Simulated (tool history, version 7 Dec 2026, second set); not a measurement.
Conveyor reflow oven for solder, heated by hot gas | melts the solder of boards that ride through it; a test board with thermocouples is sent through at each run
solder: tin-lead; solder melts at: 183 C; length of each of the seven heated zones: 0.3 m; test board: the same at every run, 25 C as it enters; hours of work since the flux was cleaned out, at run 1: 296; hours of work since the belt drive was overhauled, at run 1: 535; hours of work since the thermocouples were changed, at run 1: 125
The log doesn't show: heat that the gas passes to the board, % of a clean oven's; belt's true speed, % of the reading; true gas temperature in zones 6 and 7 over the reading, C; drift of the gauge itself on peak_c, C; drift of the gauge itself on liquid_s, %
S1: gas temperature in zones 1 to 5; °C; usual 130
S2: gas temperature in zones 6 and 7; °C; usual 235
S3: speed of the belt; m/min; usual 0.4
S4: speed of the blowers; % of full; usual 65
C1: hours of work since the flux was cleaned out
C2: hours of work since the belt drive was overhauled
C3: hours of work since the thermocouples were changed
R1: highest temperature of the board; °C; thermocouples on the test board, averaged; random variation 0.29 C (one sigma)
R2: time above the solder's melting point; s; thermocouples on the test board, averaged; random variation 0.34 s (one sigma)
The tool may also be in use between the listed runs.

{"run": 1, "day": 0.0, "S1": 130, "S2": 235, "S3": 0.4, "S4": 65, "C1": 296, "C2": 535, "C3": 125, "R1": 214.9, "R2": 60.8}
{"run": 2, "day": 0.854, "S1": 130, "S2": 235, "S3": 0.438, "S4": 65, "C1": 308, "C2": 547, "C3": 138, "R1": 211.1, "R2": 51.6}
{"run": 3, "day": 1.721, "S1": 130, "S2": 235, "S3": 0.438, "S4": 65, "C1": 321, "C2": 560, "C3": 150, "R1": 211.1, "R2": 51.4}
{"run": 4, "day": 2.625, "S1": 130, "S2": 235, "S3": 0.438, "S4": 65, "C1": 334, "C2": 573, "C3": 163, "R1": 210, "R2": 51.4}
{"run": 5, "day": 3.721, "S1": 130, "S2": 235, "S3": 0.438, "S4": 65, "C1": 350, "C2": 589, "C3": 179, "R1": 211.2, "R2": 51.3}
{"run": 6, "day": 5.092, "S1": 130, "S2": 235, "S3": 0.343, "S4": 65, "C1": 370, "C2": 609, "C3": 199, "R1": 220.1, "R2": 77.4}
{"day": 5.729, "done": "flux residue cleaned out of gas plates and filters"}
{"run": 7, "day": 6.288, "S1": 130, "S2": 235, "S3": 0.343, "S4": 65, "C1": 8, "C2": 623, "C3": 214, "R1": 219.7, "R2": 78.2}
{"run": 8, "day": 7.421, "S1": 130, "S2": 235, "S3": 0.4, "S4": 65, "C1": 24, "C2": 639, "C3": 230, "R1": 214.3, "R2": 61.2}
{"run": 9, "day": 8.175, "S1": 130, "S2": 235, "S3": 0.4, "S4": 87, "C1": 35, "C2": 650, "C3": 241, "R1": 219.1, "R2": 66.5}
{"run": 10, "day": 8.883, "S1": 130, "S2": 235, "S3": 0.424, "S4": 65, "C1": 46, "C2": 660, "C3": 251, "R1": 212.2, "R2": 54.7}
{"run": 11, "day": 10.017, "S1": 130, "S2": 235, "S3": 0.4, "S4": 65, "C1": 62, "C2": 677, "C3": 268, "R1": 214.3, "R2": 61.1}
{"run": 12, "day": 11.104, "S1": 130, "S2": 235, "S3": 0.4, "S4": 65, "C1": 78, "C2": 693, "C3": 283, "R1": 213.8, "R2": 61.2}
{"run": 13, "day": 11.717, "S1": 130, "S2": 235, "S3": 0.4, "S4": 65, "C1": 87, "C2": 701, "C3": 292, "R1": 215, "R2": 60.7}
{"run": 14, "day": 12.308, "S1": 129, "S2": 235, "S3": 0.4, "S4": 65, "C1": 95, "C2": 710, "C3": 301, "R1": 214.7, "R2": 59.9}
{"run": 15, "day": 13.533, "S1": 129, "S2": 235, "S3": 0.4, "S4": 65, "C1": 113, "C2": 728, "C3": 318, "R1": 214.2, "R2": 60.1}
{"run": 16, "day": 14.292, "S1": 129, "S2": 235, "S3": 0.4, "S4": 65, "C1": 124, "C2": 739, "C3": 329, "R1": 214, "R2": 60.2}
{"run": 17, "day": 15.046, "S1": 129, "S2": 235, "S3": 0.4, "S4": 65, "C1": 135, "C2": 750, "C3": 340, "R1": 214.5, "R2": 59.9}
{"run": 18, "day": 15.638, "S1": 125, "S2": 241, "S3": 0.4, "S4": 65, "C1": 144, "C2": 758, "C3": 349, "R1": 218.9, "R2": 62.8}
{"run": 19, "day": 17.025, "S1": 130, "S2": 233, "S3": 0.4, "S4": 60, "C1": 164, "C2": 778, "C3": 369, "R1": 210.9, "R2": 57.1}
{"run": 20, "day": 17.75, "S1": 130, "S2": 233, "S3": 0.4, "S4": 60, "C1": 174, "C2": 789, "C3": 380, "R1": 211.4, "R2": 57.2}
{"run": 21, "day": 19.071, "S1": 124, "S2": 232, "S3": 0.347, "S4": 62, "C1": 193, "C2": 808, "C3": 399, "R1": 215.3, "R2": 69.6}
{"run": 22, "day": 19.746, "S1": 117, "S2": 234, "S3": 0.327, "S4": 54, "C1": 203, "C2": 818, "C3": 408, "R1": 216, "R2": 71.6}
{"run": 23, "day": 20.675, "S1": 133, "S2": 248, "S3": 0.33, "S4": 50, "C1": 216, "C2": 831, "C3": 422, "R1": 228.8, "R2": 90.8}
{"run": 24, "day": 21.65, "S1": 118, "S2": 235, "S3": 0.396, "S4": 63, "C1": 231, "C2": 845, "C3": 436, "R1": 211.7, "R2": 54.8}
{"run": 25, "day": 22.621, "S1": 138, "S2": 235, "S3": 0.4, "S4": 74, "C1": 245, "C2": 859, "C3": 450, "R1": 217.4, "R2": 68.1}
{"run": 26, "day": 23.746, "S1": 119, "S2": 235, "S3": 0.4, "S4": 61, "C1": 261, "C2": 876, "C3": 466, "R1": 210.9, "R2": 52.9}
{"day": 24.008, "done": "belt drive overhauled, speed set with a stopwatch"}
{"run": 27, "day": 24.638, "S1": 119, "S2": 235, "S3": 0.4, "S4": 61, "C1": 271, "C2": 9, "C3": 477, "R1": 211.1, "R2": 52.7}
{"run": 28, "day": 25.446, "S1": 121, "S2": 240, "S3": 0.421, "S4": 75, "C1": 283, "C2": 21, "C3": 489, "R1": 217.5, "R2": 57.9}
{"run": 29, "day": 26.592, "S1": 130, "S2": 235, "S3": 0.478, "S4": 65, "C1": 300, "C2": 37, "C3": 505, "R1": 207.1, "R2": 42.1}
{"run": 30, "day": 27.358, "S1": 121, "S2": 227, "S3": 0.472, "S4": 89, "C1": 311, "C2": 49, "C3": 516, "R1": 205, "R2": 40}
{"run": 31, "day": 28.25, "S1": 121, "S2": 244, "S3": 0.326, "S4": 58, "C1": 324, "C2": 61, "C3": 529, "R1": 226, "R2": 85.1}

Forecast each of these 4 alternatives for the next run:
{"run": "A", "day": 29.275, "S1": 140, "S2": 234, "S3": 0.326, "S4": 53, "C1": 339, "C2": 76, "C3": 544, "R1": "?", "R2": "?"}
{"run": "B", "day": 29.275, "S1": 121, "S2": 239, "S3": 0.326, "S4": 58, "C1": 339, "C2": 76, "C3": 544, "R1": "?", "R2": "?"}
{"run": "C", "day": 29.275, "S1": 121, "S2": 231, "S3": 0.394, "S4": 58, "C1": 339, "C2": 76, "C3": 544, "R1": "?", "R2": "?"}
{"run": "D", "day": 29.275, "S1": 121, "S2": 244, "S3": 0.326, "S4": 76, "C1": 339, "C2": 76, "C3": 544, "R1": "?", "R2": "?"}

run=A R1=219.2 R2=85.9
run=B R1=221.9 R2=80.5
run=C R1=207.6 R2=50.8
run=D R1=229.4 R2=89.3
Without the tool's hidden state the same runs would have given:
run=A R1=219.3 R2=86
run=B R1=222 R2=80.6
run=C R1=207.7 R2=50.9
run=D R1=229.5 R2=89.4
